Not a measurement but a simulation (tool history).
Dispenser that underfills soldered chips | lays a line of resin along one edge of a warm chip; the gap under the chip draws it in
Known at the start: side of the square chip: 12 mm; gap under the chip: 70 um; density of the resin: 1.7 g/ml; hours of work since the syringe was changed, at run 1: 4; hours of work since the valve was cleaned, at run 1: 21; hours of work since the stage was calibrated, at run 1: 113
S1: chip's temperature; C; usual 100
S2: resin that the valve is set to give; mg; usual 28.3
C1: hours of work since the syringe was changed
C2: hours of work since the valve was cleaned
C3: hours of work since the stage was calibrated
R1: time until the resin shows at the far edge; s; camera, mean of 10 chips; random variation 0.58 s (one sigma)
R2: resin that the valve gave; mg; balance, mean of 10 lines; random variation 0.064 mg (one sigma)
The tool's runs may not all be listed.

run 1 hour=0 | S1=100 S2=28.3 | C1=4 C2=21 C3=113 | R1=66.1 R2=27.8
run 2 hour=3.9 | S1=100 S2=36.5 | C1=7 C2=24 C3=116 | R1=79 R2=35.76
run 3 hour=8.3 | S1=100 S2=36.5 | C1=10 C2=28 C3=120 | R1=101.3 R2=35.56
-- hour=10.2 new syringe of resin
run 4 hour=12.8 | S1=100 S2=36.5 | C1=2 C2=31 C3=123 | R1=56.4 R2=35.6
run 5 hour=16.2 | S1=100 S2=36.5 | C1=5 C2=34 C3=126 | R1=69.4 R2=35.58
run 6 hour=18.2 | S1=100 S2=28.3 | C1=6 C2=35 C3=128 | R1=75.2 R2=27.5
run 7 hour=20.8 | S1=100 S2=28.3 | C1=8 C2=38 C3=130 | R1=88.5 R2=27.38
run 8 hour=24.5 | S1=100 S2=28.3 | C1=11 C2=40 C3=133 | R1=106.9 R2=27.54
-- hour=25 new syringe of resin
run 9 hour=26.6 | S1=100 S2=28.3 | C1=1 C2=42 C3=134 | R1=54.7 R2=27.43
run 10 hour=28.5 | S1=100 S2=28.3 | C1=3 C2=43 C3=136 | R1=59.7 R2=27.45
run 11 hour=31.4 | S1=100 S2=28.3 | C1=5 C2=46 C3=138 | R1=70.5 R2=27.46
run 12 hour=33.5 | S1=100 S2=28.3 | C1=7 C2=47 C3=140 | R1=78.4 R2=27.24
run 13 hour=35.8 | S1=109 S2=24.2 | C1=9 C2=49 C3=141 | R1=71.6 R2=23.32
run 14 hour=39 | S1=85 S2=33.8 | C1=11 C2=52 C3=144 | R1=155.6 R2=32.54
-- hour=39.8 new syringe of resin
run 15 hour=41.2 | S1=94 S2=34.6 | C1=1 C2=53 C3=146 | R1=62.4 R2=33.27
run 16 hour=43.1 | S1=100 S2=28.7 | C1=3 C2=55 C3=147 | R1=60.4 R2=27.59
-- hour=44.9 dispensing valve cleaned and set on the balance
run 17 hour=46.8 | S1=100 S2=28.7 | C1=5 C2=2 C3=149 | R1=69.5 R2=28.74
run 18 hour=50.3 | S1=96 S2=28.3 | C1=8 C2=4 C3=152 | R1=91.3 R2=28.12
run 19 hour=54.2 | S1=97 S2=34.1 | C1=11 C2=7 C3=155 | R1=107.5 R2=33.98
-- hour=55.6 new syringe of resin
run 20 hour=57.7 | S1=96 S2=26.6 | C1=2 C2=10 C3=158 | R1=60.8 R2=26.42
run 21 hour=59.5 | S1=96 S2=27.5 | C1=3 C2=11 C3=159 | R1=69.3 R2=27.26

3 ways to go on from here, each from the tool as it stands after run 21. What would each give?
run A hour=63.9 | S1=94 S2=34.2 | C1=7 C2=15 C3=163 | R1=? R2=?
run B hour=63.9 | S1=114 S2=36.6 | C1=7 C2=15 C3=163 | R1=? R2=?
run C hour=63.9 | S1=96 S2=27.5 | C1=7 C2=15 C3=163 | R1=? R2=?

run=A R1=89.4 R2=33.77
run=B R1=52.4 R2=36.21
run=C R1=85.7 R2=27.12
Without the tool's hidden state the same runs would have given:
run=A R1=58 R2=34.19
run=B R1=34.1 R2=36.66
run=C R1=55.4 R2=27.46

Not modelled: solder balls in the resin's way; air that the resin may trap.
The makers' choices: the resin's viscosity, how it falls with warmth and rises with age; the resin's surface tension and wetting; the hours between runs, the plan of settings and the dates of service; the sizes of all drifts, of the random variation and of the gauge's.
